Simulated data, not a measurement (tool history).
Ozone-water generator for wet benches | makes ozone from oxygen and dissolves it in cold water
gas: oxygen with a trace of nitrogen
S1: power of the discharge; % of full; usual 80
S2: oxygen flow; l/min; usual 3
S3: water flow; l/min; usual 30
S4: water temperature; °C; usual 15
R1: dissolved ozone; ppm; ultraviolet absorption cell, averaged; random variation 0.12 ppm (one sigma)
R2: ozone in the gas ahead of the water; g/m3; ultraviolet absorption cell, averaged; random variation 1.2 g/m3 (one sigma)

run	day	S1	S2	S3	S4	R1	R2
1	0	80	3	30	15	9.6	185.7
2	2.208	80	3	30	15	9.8	187.1
3	4.175	80	3	30	15	9.7	186.3
4	7.012	80	3	30	15	9.8	184.3
5	9.271	80	3	30	15	9.4	187.9
6	12	80	3	30	15	9.6	185.4
7	13.429	80	3	19	15	15	185.5
8	15.638	80	3	19	15	14.7	183.3
9	17.688	80	3	19	15	14.7	186.4
10	19.658	67	3	30	15	8.1	160.1
11	22.183	67	3	18	15	13.3	160.6
12	24.808	80	3	30	15	9.3	180.5
13	26.171	82	2.48	38	15	7.2	213.3
14	28.912	69	4.76	22	15	11.4	119
# day 29.221: contactor cleaned
15	30.617	57	1.59	18	12	11.5	217.1
16	31.829	57	1.59	18	12	11.3	216.4
17	33.367	57	1.59	18	12	11.5	215.6
18	34.788	57	1.59	18	12	11.4	216
19	37.221	65	3.74	23	16	10.1	133.4
20	39.158	80	3	30	7	9.7	180.5
21	40.525	41	1.83	32	22	4.5	153.4
# day 41.938: contactor cleaned, once more
22	43.225	80	4.33	22	18	13	140.8
23	45.312	80	3	27	18	10.6	179.4
24	47.95	43	2.09	27	11	6.9	142.6

Hidden state or all else? Some run-to-run changes of R1, split into what the settings, what came in and random variation would give without the hidden state, and what is left for the hidden state (with any gauge scatter that isn't in both results):
The hidden state here: yield of the discharge, % of new electrodes'; contactor's efficiency, % of a clean one's; true water temperature over the reading, C; drift of the gauge itself on ozone_ppm, %; drift of the gauge itself on gas_g_m3, %.
Run 9 -> 10: S1 80 -> 67, S3 19 -> 30. R1 -6.6 ppm: hidden state +1.3, all else -7.9.
Run 20 -> 21: S1 80 -> 41, S2 3 -> 1.83, S3 30 -> 32, S4 7 -> 22. R1 -5.2 ppm: hidden state +1.6, all else -6.8.
Run 21 -> 22: S1 41 -> 80, S2 1.83 -> 4.33, S3 32 -> 22, S4 22 -> 18, contactor cleaned, once more. R1 +8.5 ppm: hidden state -1.2, all else +9.7.

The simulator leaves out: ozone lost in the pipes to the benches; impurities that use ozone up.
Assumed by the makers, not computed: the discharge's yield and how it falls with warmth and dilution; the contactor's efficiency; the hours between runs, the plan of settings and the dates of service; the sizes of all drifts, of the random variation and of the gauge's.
